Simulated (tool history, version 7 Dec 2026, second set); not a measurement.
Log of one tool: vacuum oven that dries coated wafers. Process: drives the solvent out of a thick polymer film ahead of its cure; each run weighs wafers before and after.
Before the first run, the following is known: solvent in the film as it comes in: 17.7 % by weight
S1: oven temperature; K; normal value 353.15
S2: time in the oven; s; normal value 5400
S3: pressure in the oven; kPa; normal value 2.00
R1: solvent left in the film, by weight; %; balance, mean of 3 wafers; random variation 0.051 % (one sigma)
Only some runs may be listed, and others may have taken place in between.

{"run": 1, "hour": 0.0, "S1": 353.15, "S2": 5400, "S3": 2.0, "R1": 2.78}
{"run": 2, "hour": 19.2, "S1": 353.15, "S2": 5400, "S3": 2.0, "R1": 2.8}
{"run": 3, "hour": 33.3, "S1": 353.15, "S2": 5400, "S3": 2.0, "R1": 2.8}
{"run": 4, "hour": 49.9, "S1": 353.15, "S2": 5400, "S3": 2.0, "R1": 2.81}
{"run": 5, "hour": 69.1, "S1": 353.15, "S2": 5400, "S3": 2.0, "R1": 2.76}
{"run": 6, "hour": 86.5, "S1": 353.15, "S2": 5400, "S3": 2.0, "R1": 2.77}
{"run": 7, "hour": 105.5, "S1": 353.15, "S2": 5400, "S3": 2.0, "R1": 2.72}
{"run": 8, "hour": 121.2, "S1": 353.15, "S2": 5400, "S3": 2.0, "R1": 2.79}
{"run": 9, "hour": 139.2, "S1": 353.15, "S2": 5400, "S3": 2.0, "R1": 2.83}
{"run": 10, "hour": 160.0, "S1": 348.15, "S2": 5400, "S3": 2.0, "R1": 4.64}
{"run": 11, "hour": 179.7, "S1": 348.15, "S2": 5400, "S3": 2.0, "R1": 4.59}
{"run": 12, "hour": 189.5, "S1": 348.15, "S2": 5400, "S3": 2.0, "R1": 4.6}
{"run": 13, "hour": 199.2, "S1": 348.15, "S2": 5400, "S3": 2.0, "R1": 4.69}
{"run": 14, "hour": 216.8, "S1": 345.15, "S2": 3780, "S3": 3.3, "R1": 7.86}
{"run": 15, "hour": 235.5, "S1": 345.15, "S2": 3780, "S3": 3.3, "R1": 7.78}
{"run": 16, "hour": 248.8, "S1": 347.15, "S2": 3240, "S3": 3.3, "R1": 7.74}
{"run": 17, "hour": 263.0, "S1": 347.15, "S2": 8580, "S3": 3.3, "R1": 3.09}
{"hour": 266.2, "done": "oven's thermocouples calibrated"}
{"run": 18, "hour": 280.2, "S1": 353.15, "S2": 5400, "S3": 2.84, "R1": 3.03}
{"run": 19, "hour": 290.1, "S1": 353.15, "S2": 9000, "S3": 1.44, "R1": 1.09}
{"run": 20, "hour": 298.8, "S1": 342.15, "S2": 5400, "S3": 1.18, "R1": 6.84}
{"run": 21, "hour": 318.7, "S1": 353.15, "S2": 4140, "S3": 5.81, "R1": 4.69}
{"run": 22, "hour": 333.5, "S1": 352.15, "S2": 5400, "S3": 2.73, "R1": 3.39}
{"run": 23, "hour": 342.2, "S1": 355.15, "S2": 5400, "S3": 2.82, "R1": 2.38}
{"run": 24, "hour": 356.9, "S1": 362.15, "S2": 5460, "S3": 5.69, "R1": 1.35}
{"hour": 362.5, "done": "oven's thermocouples calibrated, once more"}
{"run": 25, "hour": 370.3, "S1": 362.15, "S2": 3360, "S3": 1.76, "R1": 2.11}
{"run": 26, "hour": 391.3, "S1": 343.15, "S2": 9360, "S3": 1.48, "R1": 3.64}

Forecast each of these 3 alternatives for the next run:
{"run": "A", "hour": 408.5, "S1": 353.15, "S2": 4080, "S3": 2.44, "R1": "?"}
{"run": "B", "hour": 408.5, "S1": 353.15, "S2": 5220, "S3": 2.0, "R1": "?"}
{"run": "C", "hour": 408.5, "S1": 363.15, "S2": 4560, "S3": 6.03, "R1": "?"}

run=A R1=4.21
run=B R1=3.01
run=C R1=1.49
With no hidden state in the tool, these same runs would have given:
run=A R1=4.10
run=B R1=2.91
run=C R1=1.44
